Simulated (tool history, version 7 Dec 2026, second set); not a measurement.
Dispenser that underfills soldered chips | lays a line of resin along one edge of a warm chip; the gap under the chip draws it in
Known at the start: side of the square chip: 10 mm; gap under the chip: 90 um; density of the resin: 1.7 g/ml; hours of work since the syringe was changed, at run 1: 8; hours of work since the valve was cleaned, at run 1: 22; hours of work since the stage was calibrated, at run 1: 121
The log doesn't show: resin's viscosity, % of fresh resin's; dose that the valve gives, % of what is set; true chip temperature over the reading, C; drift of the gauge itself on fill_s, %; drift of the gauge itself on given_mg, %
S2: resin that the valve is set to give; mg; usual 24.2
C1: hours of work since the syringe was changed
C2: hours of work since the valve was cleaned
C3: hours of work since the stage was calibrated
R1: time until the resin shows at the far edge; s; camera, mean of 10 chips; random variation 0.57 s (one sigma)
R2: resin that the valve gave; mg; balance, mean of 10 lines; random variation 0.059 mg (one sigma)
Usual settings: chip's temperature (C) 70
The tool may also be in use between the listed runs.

{"run": 1, "hour": 0.0, "chip's temperature (C)": 70, "S2": 24.2, "C1": 8, "C2": 22, "C3": 121, "R1": 82.2, "R2": 23.63}
{"hour": 2.4, "done": "new syringe of resin"}
{"run": 2, "hour": 6.0, "chip's temperature (C)": 70, "S2": 24.2, "C1": 3, "C2": 26, "C3": 125, "R1": 58.5, "R2": 23.6}
{"run": 3, "hour": 13.8, "chip's temperature (C)": 70, "S2": 24.2, "C1": 8, "C2": 32, "C3": 131, "R1": 82.0, "R2": 23.43}
{"hour": 16.1, "done": "new syringe of resin"}
{"run": 4, "hour": 21.8, "chip's temperature (C)": 70, "S2": 24.2, "C1": 4, "C2": 37, "C3": 136, "R1": 64.1, "R2": 23.42}
{"run": 5, "hour": 28.4, "chip's temperature (C)": 70, "S2": 26.8, "C1": 9, "C2": 42, "C3": 141, "R1": 86.7, "R2": 25.72}
{"hour": 29.4, "done": "new syringe of resin"}
{"hour": 32.0, "done": "dispensing valve cleaned and set on the balance"}
{"run": 6, "hour": 35.9, "chip's temperature (C)": 70, "S2": 26.8, "C1": 4, "C2": 3, "C3": 145, "R1": 64.7, "R2": 26.79}
{"run": 7, "hour": 40.3, "chip's temperature (C)": 70, "S2": 26.8, "C1": 7, "C2": 6, "C3": 149, "R1": 78.6, "R2": 26.74}
{"hour": 43.7, "done": "new syringe of resin"}
{"run": 8, "hour": 48.6, "chip's temperature (C)": 70, "S2": 29.8, "C1": 4, "C2": 12, "C3": 155, "R1": 59.8, "R2": 29.57}
{"run": 9, "hour": 53.6, "chip's temperature (C)": 70, "S2": 29.8, "C1": 7, "C2": 16, "C3": 158, "R1": 75.9, "R2": 29.47}
{"hour": 57.3, "done": "new syringe of resin"}
{"run": 10, "hour": 57.9, "chip's temperature (C)": 78, "S2": 29.8, "C1": 0, "C2": 18, "C3": 161, "R1": 34.1, "R2": 29.34}
{"run": 11, "hour": 62.3, "chip's temperature (C)": 70, "S2": 24.2, "C1": 4, "C2": 22, "C3": 164, "R1": 63.5, "R2": 23.81}
{"run": 12, "hour": 68.2, "chip's temperature (C)": 70, "S2": 25.8, "C1": 8, "C2": 26, "C3": 169, "R1": 80.5, "R2": 25.25}
{"hour": 70.6, "done": "new syringe of resin"}
{"run": 13, "hour": 76.0, "chip's temperature (C)": 70, "S2": 24.2, "C1": 4, "C2": 31, "C3": 174, "R1": 63.2, "R2": 23.49}
{"run": 14, "hour": 81.9, "chip's temperature (C)": 70, "S2": 24.9, "C1": 8, "C2": 36, "C3": 178, "R1": 84.4, "R2": 24.03}
{"hour": 84.0, "done": "new syringe of resin"}
{"run": 15, "hour": 88.8, "chip's temperature (C)": 70, "S2": 24.2, "C1": 3, "C2": 41, "C3": 183, "R1": 63.8, "R2": 23.27}
{"run": 16, "hour": 92.4, "chip's temperature (C)": 70, "S2": 24.2, "C1": 6, "C2": 43, "C3": 186, "R1": 75.0, "R2": 23.34}
{"hour": 94.8, "done": "dispensing valve cleaned and set on the balance"}
{"hour": 98.1, "done": "new syringe of resin"}
{"run": 17, "hour": 101.4, "chip's temperature (C)": 70, "S2": 24.2, "C1": 2, "C2": 5, "C3": 191, "R1": 58.1, "R2": 24.0}
{"run": 18, "hour": 105.9, "chip's temperature (C)": 70, "S2": 24.2, "C1": 6, "C2": 8, "C3": 195, "R1": 71.5, "R2": 24.06}
{"hour": 111.2, "done": "new syringe of resin"}
{"run": 19, "hour": 111.8, "chip's temperature (C)": 58, "S2": 30.7, "C1": 0, "C2": 12, "C3": 199, "R1": 94.3, "R2": 30.41}
{"run": 20, "hour": 116.0, "chip's temperature (C)": 58, "S2": 30.7, "C1": 3, "C2": 15, "C3": 202, "R1": 113.7, "R2": 30.36}
{"run": 21, "hour": 120.7, "chip's temperature (C)": 58, "S2": 30.7, "C1": 7, "C2": 18, "C3": 205, "R1": 141.0, "R2": 30.19}
{"hour": 124.3, "done": "new syringe of resin"}
{"run": 22, "hour": 129.1, "chip's temperature (C)": 55, "S2": 29.4, "C1": 3, "C2": 24, "C3": 211, "R1": 134.0, "R2": 28.71}
{"run": 23, "hour": 133.5, "chip's temperature (C)": 74, "S2": 21.2, "C1": 7, "C2": 28, "C3": 214, "R1": 65.8, "R2": 20.64}
{"hour": 137.9, "done": "new syringe of resin"}
{"run": 24, "hour": 137.9, "chip's temperature (C)": 82, "S2": 23.2, "C1": 0, "C2": 31, "C3": 217, "R1": 29.6, "R2": 22.48}
{"run": 25, "hour": 144.1, "chip's temperature (C)": 82, "S2": 23.2, "C1": 4, "C2": 35, "C3": 222, "R1": 38.1, "R2": 22.39}
{"run": 26, "hour": 147.6, "chip's temperature (C)": 70, "S2": 23.7, "C1": 7, "C2": 38, "C3": 224, "R1": 79.0, "R2": 22.84}
{"hour": 151.4, "done": "new syringe of resin"}
{"run": 27, "hour": 153.5, "chip's temperature (C)": 70, "S2": 23.7, "C1": 2, "C2": 42, "C3": 228, "R1": 55.6, "R2": 22.82}
{"hour": 157.7, "done": "dispensing valve cleaned and set on the balance"}
{"run": 28, "hour": 162.6, "chip's temperature (C)": 57, "S2": 29.5, "C1": 7, "C2": 4, "C3": 234, "R1": 154.8, "R2": 29.44}
{"hour": 165.8, "done": "new syringe of resin"}
{"run": 29, "hour": 169.3, "chip's temperature (C)": 85, "S2": 29.0, "C1": 3, "C2": 8, "C3": 239, "R1": 29.4, "R2": 28.86}
{"run": 30, "hour": 172.6, "chip's temperature (C)": 70, "S2": 21.3, "C1": 5, "C2": 11, "C3": 241, "R1": 71.0, "R2": 21.1}
{"run": 31, "hour": 177.7, "chip's temperature (C)": 70, "S2": 21.3, "C1": 9, "C2": 14, "C3": 245, "R1": 90.9, "R2": 20.92}
{"hour": 178.9, "done": "new syringe of resin"}
{"run": 32, "hour": 184.5, "chip's temperature (C)": 70, "S2": 21.3, "C1": 4, "C2": 19, "C3": 250, "R1": 68.3, "R2": 20.97}
{"run": 33, "hour": 189.8, "chip's temperature (C)": 70, "S2": 21.3, "C1": 8, "C2": 23, "C3": 254, "R1": 85.9, "R2": 20.79}
{"hour": 192.1, "done": "new syringe of resin"}
{"run": 34, "hour": 196.7, "chip's temperature (C)": 66, "S2": 27.1, "C1": 3, "C2": 28, "C3": 259, "R1": 75.9, "R2": 26.33}
{"run": 35, "hour": 203.2, "chip's temperature (C)": 66, "S2": 27.1, "C1": 8, "C2": 33, "C3": 263, "R1": 102.3, "R2": 26.32}

Forecast each of these 4 alternatives for the next run:
{"hour": 205.4, "done": "new syringe of resin"}
{"run": "A", "hour": 209.7, "chip's temperature (C)": 70, "S2": 27.9, "C1": 3, "C2": 37, "C3": 268, "R1": "?", "R2": "?"}
{"hour": 205.4, "done": "new syringe of resin"}
{"run": "B", "hour": 209.7, "chip's temperature (C)": 58, "S2": 30.9, "C1": 3, "C2": 37, "C3": 268, "R1": "?", "R2": "?"}
{"hour": 205.4, "done": "new syringe of resin"}
{"run": "C", "hour": 209.7, "chip's temperature (C)": 85, "S2": 28.1, "C1": 3, "C2": 37, "C3": 268, "R1": "?", "R2": "?"}
{"hour": 205.4, "done": "new syringe of resin"}
{"run": "D", "hour": 209.7, "chip's temperature (C)": 69, "S2": 27.1, "C1": 3, "C2": 37, "C3": 268, "R1": "?", "R2": "?"}

run=A R1=62.2 R2=26.98
run=B R1=112.0 R2=29.82
run=C R1=30.8 R2=27.04
run=D R1=63.8 R2=26.21
Without the tool's hidden state the same runs would have given:
run=A R1=48.1 R2=27.98
run=B R1=86.4 R2=30.93
run=C R1=23.9 R2=28.05
run=D R1=49.3 R2=27.19
